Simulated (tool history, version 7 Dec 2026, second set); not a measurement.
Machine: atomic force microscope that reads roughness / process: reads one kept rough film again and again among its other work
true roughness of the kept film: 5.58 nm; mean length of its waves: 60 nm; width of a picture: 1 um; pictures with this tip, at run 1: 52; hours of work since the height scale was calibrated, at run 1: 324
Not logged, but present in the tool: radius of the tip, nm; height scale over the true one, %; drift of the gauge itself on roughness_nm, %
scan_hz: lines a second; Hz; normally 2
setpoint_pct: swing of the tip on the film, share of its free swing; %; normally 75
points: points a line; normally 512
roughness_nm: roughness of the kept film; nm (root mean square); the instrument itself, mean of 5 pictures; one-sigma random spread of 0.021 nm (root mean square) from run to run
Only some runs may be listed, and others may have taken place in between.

| run | hour | scan_hz | setpoint_pct | points | pictures with this tip | hours of work since the height scale was calibrated | roughness_nm |
|---|---|---|---|---|---|---|---|
| 1 | 0 | 2 | 75 | 512 | 52 | 324 | 4.921 |
| 2 | 13.5 | 2 | 59 | 512 | 85 | 334 | 4.977 |
| 3 | 34.1 | 2 | 75 | 512 | 135 | 349 | 4.827 |
| 4 | 60 | 2 | 75 | 512 | 198 | 369 | 4.697 |
| 5 | 74.1 | 2 | 75 | 927 | 233 | 379 | 4.665 |
| 6 | 97.1 | 2 | 75 | 927 | 289 | 396 | 4.617 |
|  | 104.2 | new tip fitted |
| 7 | 127 | 2 | 75 | 294 | 56 | 418 | 4.956 |
| 8 | 150.5 | 2 | 75 | 294 | 113 | 435 | 4.84 |
| 9 | 174.1 | 2 | 75 | 294 | 171 | 453 | 4.751 |
| 10 | 202.7 | 2 | 75 | 512 | 241 | 474 | 4.659 |
|  | 231.4 | new tip fitted |
| 11 | 232.8 | 2 | 75 | 329 | 4 | 496 | 4.958 |
| 12 | 251.8 | 2 | 75 | 512 | 50 | 510 | 4.947 |
| 13 | 271.2 | 2 | 75 | 512 | 97 | 524 | 4.85 |
| 14 | 292.3 | 2 | 75 | 512 | 149 | 540 | 4.778 |
| 15 | 310.9 | 2 | 83 | 512 | 194 | 554 | 4.637 |
| 16 | 334.7 | 2 | 83 | 512 | 252 | 571 | 4.563 |
|  | 357.3 | new tip fitted |
| 17 | 360.5 | 2 | 83 | 512 | 8 | 590 | 4.895 |
| 18 | 381.4 | 2 | 83 | 512 | 59 | 605 | 4.824 |
| 19 | 397.1 | 2 | 75 | 512 | 98 | 617 | 4.853 |
| 20 | 417.3 | 2 | 75 | 512 | 147 | 632 | 4.767 |
| 21 | 429.8 | 2 | 75 | 512 | 177 | 641 | 4.753 |
| 22 | 442.9 | 2 | 75 | 512 | 209 | 651 | 4.697 |
| 23 | 472.1 | 2 | 75 | 512 | 281 | 672 | 4.595 |
|  | 483.6 | new tip fitted |
| 24 | 488.1 | 2 | 75 | 512 | 11 | 684 | 4.981 |
| 25 | 500.9 | 2 | 62 | 848 | 43 | 693 | 5.048 |
| 26 | 529.5 | 2 | 63 | 487 | 112 | 714 | 4.904 |
| 27 | 552.4 | 0.69 | 75 | 384 | 168 | 731 | 4.85 |
| 28 | 572.8 | 0.56 | 88 | 384 | 218 | 747 | 4.737 |
| 29 | 588.3 | 0.56 | 88 | 384 | 256 | 758 | 4.681 |
|  | 610 | new tip fitted |
| 30 | 611.8 | 2.19 | 88 | 468 | 4 | 775 | 4.783 |
| 31 | 629.6 | 1.22 | 67 | 270 | 48 | 788 | 4.999 |
| 32 | 652.3 | 1.51 | 67 | 641 | 103 | 805 | 4.913 |
| 33 | 675.7 | 2.11 | 65 | 940 | 160 | 822 | 4.847 |
| 34 | 693 | 0.7 | 65 | 324 | 202 | 835 | 4.808 |
| 35 | 717.5 | 1.28 | 82 | 584 | 262 | 853 | 4.623 |
|  | 736.7 | new tip fitted |
| 36 | 747.7 | 2 | 90 | 421 | 27 | 875 | 4.75 |
| 37 | 773.8 | 0.79 | 89 | 381 | 90 | 895 | 4.864 |
| 38 | 800.1 | 2 | 75 | 533 | 154 | 914 | 4.733 |
| 39 | 814.2 | 2 | 75 | 533 | 189 | 924 | 4.707 |
| 40 | 836.3 | 0.56 | 78 | 331 | 243 | 941 | 4.742 |
|  | 862.5 | new tip fitted |
| 41 | 862.5 | 0.56 | 78 | 331 | 0 | 960 | 5.111 |
| 42 | 885 | 0.73 | 75 | 491 | 54 | 976 | 4.982 |
| 43 | 897.5 | 0.73 | 75 | 491 | 85 | 986 | 4.96 |
| 44 | 917.4 | 2.2 | 60 | 526 | 133 | 1000 | 4.887 |
| 45 | 933.5 | 0.69 | 80 | 729 | 173 | 1012 | 4.819 |
| 46 | 954.7 | 0.6 | 75 | 512 | 225 | 1028 | 4.773 |
| 47 | 980 | 2.5 | 64 | 820 | 286 | 1047 | 4.639 |

Below are 5 alternative next runs, each starting from the tool's condition after run 47. Predict each:
|  | 988.4 | new tip fitted |
| A | 998.3 | 2.97 | 80 | 459 | 24 | 1060 | ? |
|  | 988.4 | new tip fitted |
| B | 998.3 | 2.57 | 59 | 746 | 24 | 1060 | ? |
|  | 988.4 | new tip fitted |
| C | 998.3 | 1.52 | 89 | 564 | 24 | 1060 | ? |
|  | 988.4 | new tip fitted |
| D | 998.3 | 0.57 | 78 | 512 | 24 | 1060 | ? |
|  | 988.4 | new tip fitted |
| E | 998.3 | 0.63 | 79 | 489 | 24 | 1060 | ? |

| run | roughness_nm |
|---|---|
| A | 4.758 |
| B | 5.036 |
| C | 4.822 |
| D | 5.079 |
| E | 5.019 |
Without the tool's unlogged condition, the same runs would have read:
| run | roughness_nm |
|---|---|
| A | 4.867 |
| B | 5.151 |
| C | 4.932 |
| D | 5.195 |
| E | 5.134 |

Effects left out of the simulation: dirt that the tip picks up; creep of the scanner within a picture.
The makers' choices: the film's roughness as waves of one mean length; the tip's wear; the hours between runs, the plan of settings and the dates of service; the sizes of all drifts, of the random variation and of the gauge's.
